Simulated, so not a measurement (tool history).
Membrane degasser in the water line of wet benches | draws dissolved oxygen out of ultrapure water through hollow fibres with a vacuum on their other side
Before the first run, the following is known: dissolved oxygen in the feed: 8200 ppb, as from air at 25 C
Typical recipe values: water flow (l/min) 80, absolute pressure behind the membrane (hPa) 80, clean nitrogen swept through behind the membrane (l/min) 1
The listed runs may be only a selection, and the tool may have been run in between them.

run    hour  water flow (l/min)  absolute pressure behind the membrane (hPa)  clean nitrogen swept through behind the membrane (l/min)  dissolved oxygen in the water behind the degasser (ppb)  pressure that the water loses in the fibres (hPa)
  1       0                  80                                           80                                                         1                                                    609.1                                                304
  2   253.2                  80                                           80                                                         1                                                    608.5                                                307
  3   494.7                  80                                           80                                                         1                                                    610.2                                              306.5
  4   643.9                  80                                           80                                                         1                                                    610.6                                              307.5
  5   907.5                  80                                           80                                                         1                                                    610.4                                              307.1
  6  1144.7                  80                                           80                                                         1                                                    610.3                                              306.6
  7  1479.6                  80                                           80                                                         1                                                    609.5                                              308.2
  8  1796.1                  80                                           80                                                         1                                                    611.4                                              309.9
  9  2115.2                  80                                           80                                                         1                                                    612.3                                              312.1
 10  2302.3                  80                                        116.5                                                         1                                                   1028.3                                              310.6
     2401.6  -- seals of the vacuum lines changed
 11    2460                  62                                           80                                                         1                                                    517.1                                              240.8
 12  2633.5                  62                                           80                                                         1                                                    516.2                                              241.7
 13  2932.5                  62                                           80                                                         1                                                      518                                              244.7
 14    3106                  62                                           80                                                         1                                                    516.9                                              240.9
 15  3280.4                  62                                           80                                                         1                                                    517.2                                              245.1
 16  3601.3                  52                                           80                                                         1                                                    456.3                                              207.7
 17  3919.1                  52                                           80                                                         1                                                      458                                              204.9
 18    4068                 125                                        129.6                                                      0.81                                                   1707.1                                              491.3
 19    4373                 103                                           80                                                      2.18                                                    433.1                                              407.4
 20  4610.4                  50                                        152.5                                                      2.18                                                    571.9                                                198
 21  4868.9                  50                                           80                                                      1.22                                                    382.7                                              197.4
 22  5040.6                  76                                         75.7                                                      2.16                                                    313.7                                              302.2
 23  5330.1                  76                                         75.7                                                         1                                                      549                                              305.2
 24  5656.7                  76                                         58.2                                                      0.69                                                    426.4                                              303.8
 25  5875.1                  76                                         58.2                                                      0.69                                                      427                                              302.1
 26  6100.5                  80                                           64                                                      0.79                                                    491.2                                              320.1
 27  6254.9                  67                                         74.5                                                      0.49                                                    755.8                                              269.6
 28  6436.8                 106                                        120.7                                                      0.55                                                   1743.3                                              421.9
 29  6631.5                 106                                         78.3                                                      2.16                                                    433.6                                              423.4
     6925.4  -- vacuum gauge calibrated
 30  6938.3                  79                                        149.2                                                       0.6                                                   1828.7                                              316.3
 31  7222.1                 102                                          159                                                      2.13                                                   1061.3                                              408.1
 32  7463.6                  54                                         53.3                                                      1.69                                                    141.7                                              217.7
 33  7765.8                  65                                           80                                                      1.05                                                    513.6                                                260

Some steps in dissolved oxygen in the water behind the degasser (ppb) between neighbouring runs. How much of each would the tool show without its hidden state too (settings, what came in, random variation), and how much is left for the hidden state, with any gauge scatter that isn't in both results?
Hidden state at play: membrane still open, %; true pressure behind the membrane over the reading, kPa; air that leaks in behind the membrane, l/min; drift of the gauge itself on oxygen_ppb, %; drift of the gauge itself on loss_of_pressure_kpa, %.
Run 17 -> 18: water flow (l/min) 52 -> 125, absolute pressure behind the membrane (hPa) 80 -> 129.6, clean nitrogen swept through behind the membrane (l/min) 1 -> 0.81. dissolved oxygen in the water behind the degasser (ppb) +1249.1: hidden state +4.5, all else +1244.6.
Run 18 -> 19: water flow (l/min) 125 -> 103, absolute pressure behind the membrane (hPa) 129.6 -> 80, clean nitrogen swept through behind the membrane (l/min) 0.81 -> 2.18. dissolved oxygen in the water behind the degasser (ppb) -1274: hidden state -2.6, all else -1271.4.
Run 28 -> 29: absolute pressure behind the membrane (hPa) 120.7 -> 78.3, clean nitrogen swept through behind the membrane (l/min) 0.55 -> 2.16. dissolved oxygen in the water behind the degasser (ppb) -1309.7: hidden state -2.2, all else -1307.5.
Run 29 -> 30: water flow (l/min) 106 -> 79, absolute pressure behind the membrane (hPa) 78.3 -> 149.2, clean nitrogen swept through behind the membrane (l/min) 2.16 -> 0.6, vacuum gauge calibrated. dissolved oxygen in the water behind the degasser (ppb) +1395.1: hidden state -12.3, all else +1407.4.
Run 30 -> 31: water flow (l/min) 79 -> 102, absolute pressure behind the membrane (hPa) 149.2 -> 159, clean nitrogen swept through behind the membrane (l/min) 0.6 -> 2.13. dissolved oxygen in the water behind the degasser (ppb) -767.4: hidden state +5.3, all else -772.7.

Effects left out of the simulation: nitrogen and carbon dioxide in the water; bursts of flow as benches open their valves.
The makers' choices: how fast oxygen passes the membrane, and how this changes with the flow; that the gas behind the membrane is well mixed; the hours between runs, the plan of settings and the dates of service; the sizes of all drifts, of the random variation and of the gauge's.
